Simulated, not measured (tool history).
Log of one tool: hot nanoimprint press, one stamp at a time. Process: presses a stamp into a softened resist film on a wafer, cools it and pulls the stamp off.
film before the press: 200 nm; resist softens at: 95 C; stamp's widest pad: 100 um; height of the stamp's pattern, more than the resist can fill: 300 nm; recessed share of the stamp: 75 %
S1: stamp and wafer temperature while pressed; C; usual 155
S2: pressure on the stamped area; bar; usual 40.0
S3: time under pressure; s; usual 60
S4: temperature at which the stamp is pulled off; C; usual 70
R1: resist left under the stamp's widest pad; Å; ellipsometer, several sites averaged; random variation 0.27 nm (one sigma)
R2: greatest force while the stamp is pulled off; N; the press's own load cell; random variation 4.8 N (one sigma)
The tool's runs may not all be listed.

| run | day | S1 | S2 | S3 | S4 | R1 | R2 |
|---|---|---|---|---|---|---|---|
| 1 | 0.000 | 155 | 40.0 | 60 | 70 | 848 | 311 |
| 2 | 0.992 | 155 | 40.0 | 39 | 70 | 990 | 321 |
| 3 | 2.012 | 155 | 40.0 | 60 | 70 | 846 | 310 |
| 4 | 2.862 | 161 | 40.0 | 60 | 70 | 625 | 335 |
| 5 | 3.504 | 155 | 40.0 | 60 | 68 | 850 | 356 |
| 6 | 4.604 | 155 | 40.0 | 60 | 68 | 846 | 348 |
| 7 | 5.550 | 155 | 40.0 | 60 | 70 | 842 | 330 |
| 8 | 6.333 | 155 | 40.0 | 108 | 70 | 677 | 344 |
| 9 | 7.754 | 155 | 40.0 | 60 | 70 | 842 | 363 |
| 10 | 9.096 | 155 | 40.0 | 60 | 70 | 838 | 360 |
| 11 | 10.196 | 155 | 40.0 | 60 | 70 | 844 | 373 |
| 12 | 10.912 | 155 | 40.0 | 60 | 61 | 841 | 443 |
| 13 | 12.304 | 155 | 40.0 | 60 | 61 | 844 | 443 |
|  | 13.108 | stamp cleaned and given a new release coat |
| 14 | 13.250 | 155 | 40.0 | 60 | 70 | 844 | 231 |
| 15 | 13.825 | 155 | 40.0 | 96 | 70 | 709 | 230 |
| 16 | 14.592 | 155 | 40.0 | 96 | 70 | 705 | 245 |
| 17 | 15.704 | 155 | 40.0 | 31 | 70 | 1061 | 244 |
| 18 | 16.912 | 152 | 40.0 | 60 | 74 | 976 | 231 |
| 19 | 17.550 | 155 | 62.9 | 60 | 70 | 675 | 253 |
| 20 | 18.454 | 155 | 62.8 | 60 | 66 | 675 | 282 |
| 21 | 19.438 | 162 | 50.0 | 31 | 65 | 683 | 285 |
| 22 | 20.675 | 162 | 50.0 | 31 | 65 | 687 | 302 |
| 23 | 21.542 | 162 | 50.0 | 31 | 65 | 682 | 308 |
| 24 | 22.454 | 162 | 50.0 | 31 | 65 | 684 | 304 |
| 25 | 23.512 | 146 | 60.6 | 31 | 65 | 1342 | 320 |
| 26 | 24.500 | 146 | 60.6 | 31 | 65 | 1337 | 324 |
| 27 | 25.775 | 143 | 40.0 | 31 | 70 | 1655 | 297 |
| 28 | 26.400 | 161 | 40.0 | 41 | 70 | 715 | 295 |
| 29 | 27.238 | 165 | 54.0 | 92 | 78 | 366 | 246 |
| 30 | 28.342 | 165 | 54.0 | 80 | 66 | 385 | 326 |

Some steps in R1 between neighbouring runs. How much of each would the tool show without its hidden state too (settings, what came in, random variation), and how much is left for the hidden state, with any gauge scatter that isn't in both results?
The hidden state here: true temperature over the reading, C; pressure that arrives at the usual setting, %; grip of the stamp's worn release coat, % over a new coat's; drift of the gauge itself on residual_nm, %; drift of the gauge itself on pull_off_n, %.
Run 16 -> 17: S3 96 -> 31. R1 +356 Å: hidden state +3, all else +353.
Run 18 -> 19: S1 152 -> 155, S2 40.0 -> 62.9, S4 74 -> 70. R1 -301 Å: hidden state +7, all else -308.
Run 24 -> 25: S1 162 -> 146, S2 50.0 -> 60.6. R1 +658 Å: hidden state +9, all else +649.
Run 26 -> 27: S1 146 -> 143, S2 60.6 -> 40.0, S4 65 -> 70. R1 +318 Å: hidden state -20, all else +338.
Run 27 -> 28: S1 143 -> 161, S3 31 -> 41. R1 -940 Å: hidden state +5, all else -945.
